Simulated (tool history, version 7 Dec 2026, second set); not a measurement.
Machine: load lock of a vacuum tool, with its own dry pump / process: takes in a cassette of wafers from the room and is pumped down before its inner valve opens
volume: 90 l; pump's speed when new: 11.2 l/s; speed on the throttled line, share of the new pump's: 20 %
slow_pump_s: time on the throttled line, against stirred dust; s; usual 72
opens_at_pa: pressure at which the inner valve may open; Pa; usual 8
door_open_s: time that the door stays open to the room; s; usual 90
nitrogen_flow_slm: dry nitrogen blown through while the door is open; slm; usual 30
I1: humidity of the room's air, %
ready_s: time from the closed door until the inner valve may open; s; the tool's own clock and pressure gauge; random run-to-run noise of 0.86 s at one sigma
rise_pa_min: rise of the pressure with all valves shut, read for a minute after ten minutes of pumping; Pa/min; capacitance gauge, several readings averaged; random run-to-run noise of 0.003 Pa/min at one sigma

run 1 hour=0.0 | slow_pump_s=72 opens_at_pa=8 door_open_s=90 nitrogen_flow_slm=30 | I1=45.9 | ready_s=136.7 rise_pa_min=0.378
run 2 hour=213.5 | slow_pump_s=72 opens_at_pa=8 door_open_s=90 nitrogen_flow_slm=30 | I1=47.3 | ready_s=138.8 rise_pa_min=0.395
run 3 hour=393.8 | slow_pump_s=72 opens_at_pa=8 door_open_s=90 nitrogen_flow_slm=30 | I1=42.6 | ready_s=138.3 rise_pa_min=0.406
run 4 hour=629.1 | slow_pump_s=72 opens_at_pa=8 door_open_s=90 nitrogen_flow_slm=30 | I1=44.7 | ready_s=139.2 rise_pa_min=0.416
run 5 hour=948.9 | slow_pump_s=72 opens_at_pa=8 door_open_s=90 nitrogen_flow_slm=30 | I1=46.4 | ready_s=138.6 rise_pa_min=0.438
run 6 hour=1299.0 | slow_pump_s=72 opens_at_pa=8 door_open_s=90 nitrogen_flow_slm=30 | I1=46.6 | ready_s=140.7 rise_pa_min=0.458
run 7 hour=1521.9 | slow_pump_s=72 opens_at_pa=8 door_open_s=90 nitrogen_flow_slm=30 | I1=44.7 | ready_s=141.2 rise_pa_min=0.475
run 8 hour=1691.4 | slow_pump_s=72 opens_at_pa=8 door_open_s=90 nitrogen_flow_slm=30 | I1=43.8 | ready_s=139.1 rise_pa_min=0.481
run 9 hour=1936.1 | slow_pump_s=72 opens_at_pa=8 door_open_s=90 nitrogen_flow_slm=30 | I1=44.6 | ready_s=140.2 rise_pa_min=0.492
run 10 hour=2283.0 | slow_pump_s=72 opens_at_pa=7 door_open_s=34 nitrogen_flow_slm=10 | I1=48.5 | ready_s=138.3 rise_pa_min=0.521
run 11 hour=2474.5 | slow_pump_s=73 opens_at_pa=7 door_open_s=66 nitrogen_flow_slm=44 | I1=48.0 | ready_s=142.3 rise_pa_min=0.524
run 12 hour=2805.7 | slow_pump_s=73 opens_at_pa=7 door_open_s=66 nitrogen_flow_slm=44 | I1=45.6 | ready_s=141.3 rise_pa_min=0.539
run 13 hour=2980.5 | slow_pump_s=67 opens_at_pa=8 door_open_s=46 nitrogen_flow_slm=13 | I1=49.5 | ready_s=136.7 rise_pa_min=0.561
run 14 hour=3236.5 | slow_pump_s=78 opens_at_pa=6 door_open_s=150 nitrogen_flow_slm=14 | I1=44.2 | ready_s=149.3 rise_pa_min=0.602
run 15 hour=3435.4 | slow_pump_s=113 opens_at_pa=6 door_open_s=150 nitrogen_flow_slm=14 | I1=44.9 | ready_s=175.5 rise_pa_min=0.613
run 16 hour=3655.9 | slow_pump_s=113 opens_at_pa=6 door_open_s=150 nitrogen_flow_slm=14 | I1=44.2 | ready_s=176.8 rise_pa_min=0.633
run 17 hour=3819.4 | slow_pump_s=113 opens_at_pa=6 door_open_s=150 nitrogen_flow_slm=14 | I1=44.0 | ready_s=175.4 rise_pa_min=0.634

Consider 5 possible next runs. They are alternatives, not a sequence: every one starts from the tool as it was left by run 17. What does each give?
run A hour=4077.1 | slow_pump_s=72 opens_at_pa=10 door_open_s=47 nitrogen_flow_slm=30 | I1=42.5 | ready_s=? rise_pa_min=?
run B hour=4077.1 | slow_pump_s=113 opens_at_pa=11 door_open_s=30 nitrogen_flow_slm=4 | I1=46.2 | ready_s=? rise_pa_min=?
run C hour=4077.1 | slow_pump_s=72 opens_at_pa=8 door_open_s=26 nitrogen_flow_slm=30 | I1=46.3 | ready_s=? rise_pa_min=?
run D hour=4077.1 | slow_pump_s=113 opens_at_pa=6 door_open_s=135 nitrogen_flow_slm=14 | I1=43.4 | ready_s=? rise_pa_min=?
run E hour=4077.1 | slow_pump_s=108 opens_at_pa=6 door_open_s=31 nitrogen_flow_slm=14 | I1=47.8 | ready_s=? rise_pa_min=?

run=A ready_s=138.9 rise_pa_min=0.641
run=B ready_s=171.5 rise_pa_min=0.656
run=C ready_s=142.0 rise_pa_min=0.640
run=D ready_s=176.2 rise_pa_min=0.666
run=E ready_s=170.5 rise_pa_min=0.638
Take away the tool's hidden state, keep each run's random variation, and the runs would have read:
run=A ready_s=132.3 rise_pa_min=0.021
run=B ready_s=165.8 rise_pa_min=0.036
run=C ready_s=134.9 rise_pa_min=0.022
run=D ready_s=169.8 rise_pa_min=0.048
run=E ready_s=164.0 rise_pa_min=0.031
